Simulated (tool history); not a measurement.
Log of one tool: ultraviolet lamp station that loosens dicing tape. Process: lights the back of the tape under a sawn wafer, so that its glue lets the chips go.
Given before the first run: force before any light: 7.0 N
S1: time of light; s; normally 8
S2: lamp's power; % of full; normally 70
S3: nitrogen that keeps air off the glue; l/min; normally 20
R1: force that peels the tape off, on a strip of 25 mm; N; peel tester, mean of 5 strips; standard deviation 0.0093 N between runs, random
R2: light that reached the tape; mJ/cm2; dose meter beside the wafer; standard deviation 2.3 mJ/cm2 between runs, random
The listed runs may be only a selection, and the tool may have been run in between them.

{"run": 1, "hour": 0.0, "S1": 8, "S2": 70, "S3": 20, "R1": 0.807, "R2": 156}
{"hour": 45.4, "done": "window cleaned of glue's vapour"}
{"run": 2, "hour": 60.0, "S1": 8, "S2": 70, "S3": 20, "R1": 0.673, "R2": 171}
{"run": 3, "hour": 111.1, "S1": 8, "S2": 70, "S3": 20, "R1": 0.658, "R2": 167}
{"run": 4, "hour": 166.2, "S1": 8, "S2": 70, "S3": 20, "R1": 0.684, "R2": 163}
{"run": 5, "hour": 220.4, "S1": 8, "S2": 70, "S3": 20, "R1": 0.722, "R2": 161}
{"run": 6, "hour": 276.5, "S1": 8, "S2": 70, "S3": 20, "R1": 0.748, "R2": 159}
{"run": 7, "hour": 332.4, "S1": 8, "S2": 70, "S3": 20, "R1": 0.81, "R2": 158}
{"run": 8, "hour": 404.7, "S1": 8, "S2": 70, "S3": 20, "R1": 0.825, "R2": 153}
{"run": 9, "hour": 474.8, "S1": 13, "S2": 70, "S3": 10, "R1": 0.406, "R2": 247}
{"run": 10, "hour": 540.4, "S1": 9, "S2": 97, "S3": 16, "R1": 0.367, "R2": 228}
{"run": 11, "hour": 629.7, "S1": 11, "S2": 94, "S3": 20, "R1": 0.232, "R2": 261}
{"run": 12, "hour": 680.6, "S1": 11, "S2": 94, "S3": 20, "R1": 0.244, "R2": 256}
{"run": 13, "hour": 742.8, "S1": 12, "S2": 70, "S3": 39, "R1": 0.322, "R2": 206}
{"run": 14, "hour": 802.4, "S1": 15, "S2": 98, "S3": 7, "R1": 0.197, "R2": 351}
{"run": 15, "hour": 861.8, "S1": 15, "S2": 98, "S3": 7, "R1": 0.207, "R2": 345}

Measured result minus the same run's result without the hidden state. Both carry the same run-to-run variation, though not necessarily the same gauge scatter:
Hidden state present: lamp's light, % of a new lamp's; light that the window lets through, % of a clean one's; drift of the gauge itself on peel_n, %; drift of the gauge itself on dose_mj_cm2, %.
run=1 R1=+0.403 R2=-57
run=2 R1=+0.274 R2=-42
run=3 R1=+0.279 R2=-45
run=4 R1=+0.299 R2=-48
run=5 R1=+0.331 R2=-50
run=6 R1=+0.359 R2=-53
run=7 R1=+0.398 R2=-55
run=8 R1=+0.433 R2=-59
run=9 R1=+0.232 R2=-101
run=10 R1=+0.21 R2=-101
run=11 R1=+0.121 R2=-129
run=12 R1=+0.133 R2=-134
run=13 R1=+0.197 R2=-111
run=14 R1=+0.101 R2=-203
run=15 R1=+0.11 R2=-211

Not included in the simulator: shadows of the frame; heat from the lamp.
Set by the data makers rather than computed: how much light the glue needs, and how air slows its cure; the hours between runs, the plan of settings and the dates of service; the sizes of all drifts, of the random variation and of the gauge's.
